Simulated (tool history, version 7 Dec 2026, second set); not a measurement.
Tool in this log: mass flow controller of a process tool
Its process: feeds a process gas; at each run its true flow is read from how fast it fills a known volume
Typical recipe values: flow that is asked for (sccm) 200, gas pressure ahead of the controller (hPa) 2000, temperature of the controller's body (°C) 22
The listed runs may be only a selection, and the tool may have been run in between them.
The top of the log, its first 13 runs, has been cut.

run    hour  flow that is asked for (sccm)  gas pressure ahead of the controller (hPa)  temperature of the controller's body (°C)  hours of work since the controller was set to zero  hours of work since the controller was changed  true flow (%)
 14  3239.7                            200                                        2000                                         22                                                7374                                            7374          98.73
 15  3521.3                            200                                        2000                                         22                                                7526                                            7526          98.80
 16  3735.7                            200                                        2000                                         22                                                7641                                            7641          98.87
 17  4057.2                            200                                        2000                                         22                                                7813                                            7813          98.98
 18  4296.0                            200                                        2000                                         22                                                7942                                            7942          98.85
 19  4449.2                            200                                        2000                                         22                                                8024                                            8024          99.06
 20  4630.5                            200                                        2000                                         22                                                8121                                            8121          99.06
 21  4877.6                            200                                        2000                                         22                                                8254                                            8254          99.26
 22  5070.1                             93                                        2000                                         22                                                8357                                            8357          98.57
 23  5293.7                            200                                        2000                                         22                                                8477                                            8477          99.40
 24  5581.5                            200                                        2000                                         22                                                8632                                            8632          99.27
 25  5832.5                            200                                        2000                                         30                                                8767                                            8767         100.28
     6004.4  -- controller's zero set anew
 26  6029.3                            109                                        2410                                         38                                                  13                                            8872         100.96
 27  6359.5                            109                                        1730                                         23                                                 191                                            9049          98.89
 28  6503.2                            109                                        1730                                         23                                                 268                                            9127          98.88
 29  6708.5                             67                                        2000                                         21                                                 378                                            9237          98.52
 30  7004.0                             67                                        2000                                         21                                                 537                                            9396          98.78
 31  7333.1                             60                                        2620                                         35                                                 713                                            9572         100.80
 32  7672.6                             60                                        2620                                         26                                                 896                                            9755          99.74

What will run 33 give?
 33  7958.7                            200                                        1480                                         33                                                1049                                            9908              ?

Run 33 produced true flow (%) 100.82.
Minus the tool's unlogged condition, the same run would have read true flow (%) 98.93.
